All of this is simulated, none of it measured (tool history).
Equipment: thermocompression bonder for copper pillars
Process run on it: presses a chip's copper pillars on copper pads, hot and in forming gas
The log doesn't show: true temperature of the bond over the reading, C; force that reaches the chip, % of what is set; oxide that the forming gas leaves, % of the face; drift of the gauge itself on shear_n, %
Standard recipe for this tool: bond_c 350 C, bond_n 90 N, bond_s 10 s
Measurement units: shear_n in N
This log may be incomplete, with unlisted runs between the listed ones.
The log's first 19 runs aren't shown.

| run | hour | bond_c | bond_n | bond_s | hours of work since the heater was calibrated | hours of work since the force cell was calibrated | hours of work since the gas filter was changed | shear_n |
|---|---|---|---|---|---|---|---|---|
| 20 | 186.3 | 350 | 90 | 10 | 253 | 385 | 28 | 93.0 |
| 21 | 197.2 | 350 | 90 | 10 | 258 | 390 | 33 | 92.5 |
| 22 | 206.9 | 350 | 90 | 12 | 262 | 394 | 37 | 97.1 |
| 23 | 212.7 | 372 | 90 | 10 | 265 | 396 | 40 | 105.8 |
| 24 | 224.9 | 340 | 75 | 10 | 270 | 401 | 45 | 80.9 |
| 25 | 236.3 | 350 | 78 | 9 | 275 | 406 | 50 | 86.2 |
| 26 | 249.5 | 350 | 78 | 9 | 280 | 412 | 55 | 85.1 |
|  | 252.5 | heater calibrated with a thermocouple chip |
| 27 | 258.2 | 351 | 69 | 10 | 2 | 415 | 58 | 84.5 |
| 28 | 265.4 | 351 | 69 | 10 | 5 | 418 | 61 | 85.8 |
| 29 | 275.4 | 350 | 80 | 22 | 10 | 422 | 65 | 103.8 |
|  | 282.5 | heater calibrated with a thermocouple chip, once more |
| 30 | 285.1 | 374 | 90 | 5 | 1 | 425 | 69 | 91.8 |
| 31 | 291.5 | 377 | 90 | 5 | 4 | 428 | 71 | 93.5 |
| 32 | 302.5 | 377 | 90 | 5 | 8 | 432 | 76 | 95.0 |
| 33 | 315.2 | 346 | 92 | 6 | 14 | 438 | 81 | 79.2 |
| 34 | 328.3 | 368 | 92 | 6 | 19 | 443 | 87 | 94.1 |
| 35 | 339.7 | 347 | 103 | 10 | 24 | 448 | 92 | 92.9 |
| 36 | 348.2 | 350 | 128 | 8 | 28 | 452 | 95 | 96.3 |
| 37 | 354.9 | 350 | 89 | 8 | 31 | 455 | 98 | 86.8 |
| 38 | 367.9 | 374 | 72 | 11 | 36 | 460 | 104 | 99.5 |
| 39 | 375.7 | 350 | 65 | 10 | 39 | 463 | 107 | 81.5 |
| 40 | 385.9 | 374 | 84 | 5 | 44 | 468 | 111 | 88.7 |

Each row is a separate what-if for the run after 40, all from the same tool condition, not one after another. Results?
| A | 398.5 | 374 | 122 | 10 | 49 | 473 | 117 | ? |
| B | 398.5 | 359 | 115 | 18 | 49 | 473 | 117 | ? |
| C | 398.5 | 374 | 84 | 7 | 49 | 473 | 117 | ? |
| D | 398.5 | 330 | 108 | 6 | 49 | 473 | 117 | ? |

| run | shear_n |
|---|---|
| A | 110.9 |
| B | 114.1 |
| C | 96.8 |
| D | 71.9 |
With no hidden state in the tool, these same runs would have given:
| run | shear_n |
|---|---|
| A | 113.6 |
| B | 116.8 |
| C | 99.8 |
| D | 74.8 |
